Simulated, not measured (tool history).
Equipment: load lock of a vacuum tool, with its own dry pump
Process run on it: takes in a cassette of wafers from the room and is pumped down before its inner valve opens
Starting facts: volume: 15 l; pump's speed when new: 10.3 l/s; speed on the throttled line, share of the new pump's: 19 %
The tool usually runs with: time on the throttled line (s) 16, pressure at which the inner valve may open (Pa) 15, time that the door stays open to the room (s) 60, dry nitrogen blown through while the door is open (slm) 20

run    hour  time on the throttled line (s)  pressure at which the inner valve may open (Pa)  time that the door stays open to the room (s)  dry nitrogen blown through while the door is open (slm)  incoming humidity of the room's air, %  time from the closed door until the inner valve may open (s)  rise of the pressure with all valves shut (Pa/min)
  1     0.0                              16                                               15                                             60                                                       20                                    45.1                                                         26.35                                               0.078
  2    98.9                              16                                               15                                             60                                                       20                                    46.1                                                         26.41                                               0.074
  3   206.6                              16                                               15                                             60                                                       20                                    44.3                                                         26.37                                               0.071
  4   291.2                              16                                               15                                             60                                                       20                                    47.1                                                         26.53                                               0.080
  5   423.0                              16                                               15                                             60                                                       20                                    45.6                                                         26.52                                               0.082
  6   542.4                              16                                               15                                            172                                                       20                                    42.0                                                         26.59                                               0.135
  7   657.1                              16                                               15                                            172                                                       20                                    49.7                                                         26.47                                               0.149
  8   753.7                              16                                               11                                             60                                                       20                                    42.5                                                         27.13                                               0.077
  9   876.9                              29                                               11                                             60                                                       20                                    43.5                                                         37.27                                               0.077
 10   991.0                              29                                               11                                             60                                                       20                                    44.3                                                         37.33                                               0.079
 11  1085.8                              29                                               11                                             60                                                       20                                    47.2                                                         37.24                                               0.079
 12  1215.7                              16                                               15                                             60                                                       45                                    43.0                                                         26.69                                               0.055
 13  1318.0                              16                                               15                                             60                                                       45                                    49.0                                                         26.48                                               0.060
 14  1451.4                              16                                               15                                             60                                                       45                                    46.9                                                         26.49                                               0.064
 15  1538.0                              16                                               15                                             60                                                       45                                    46.2                                                         26.70                                               0.069
 16  1632.4                              16                                               19                                             60                                                       20                                    47.4                                                         26.27                                               0.089
 17  1727.3                              16                                               19                                             60                                                       20                                    45.4                                                         26.32                                               0.085
 18  1862.4                              16                                               19                                             60                                                       20                                    44.1                                                         26.24                                               0.086
 19  1972.6                              16                                               18                                            118                                                       20                                    44.9                                                         26.32                                               0.118
 20  2038.8                              16                                               18                                             95                                                       10                                    45.2                                                         26.55                                               0.137
 21  2162.2                              21                                               15                                             60                                                       20                                    41.6                                                         30.62                                               0.077
 22  2270.9                              21                                               15                                             60                                                       20                                    42.7                                                         30.69                                               0.084
 23  2353.4                              21                                               15                                             60                                                       20                                    47.5                                                         30.75                                               0.089

4 ways to go on from here, each from the tool as it stands after run 23. What would each give?
  A  2494.5                              21                                               22                                             95                                                       20                                    45.7                                                             ?                                                   ?
  B  2494.5                              13                                               15                                             60                                                       20                                    46.9                                                             ?                                                   ?
  C  2494.5                              15                                               15                                             60                                                       20                                    42.5                                                             ?                                                   ?
  D  2494.5                              19                                               23                                            136                                                       20                                    46.2                                                             ?                                                   ?

run  time from the closed door until the inner valve may open (s)  rise of the pressure with all valves shut (Pa/min)
  A                                                         29.91                                               0.114
  B                                                         24.31                                               0.091
  C                                                         26.03                                               0.083
  D                                                         28.39                                               0.138
With no hidden state in the tool, these same runs would have given:
run  time from the closed door until the inner valve may open (s)  rise of the pressure with all valves shut (Pa/min)
  A                                                         29.12                                               0.095
  B                                                         23.28                                               0.072
  C                                                         25.07                                               0.065
  D                                                         27.53                                               0.119
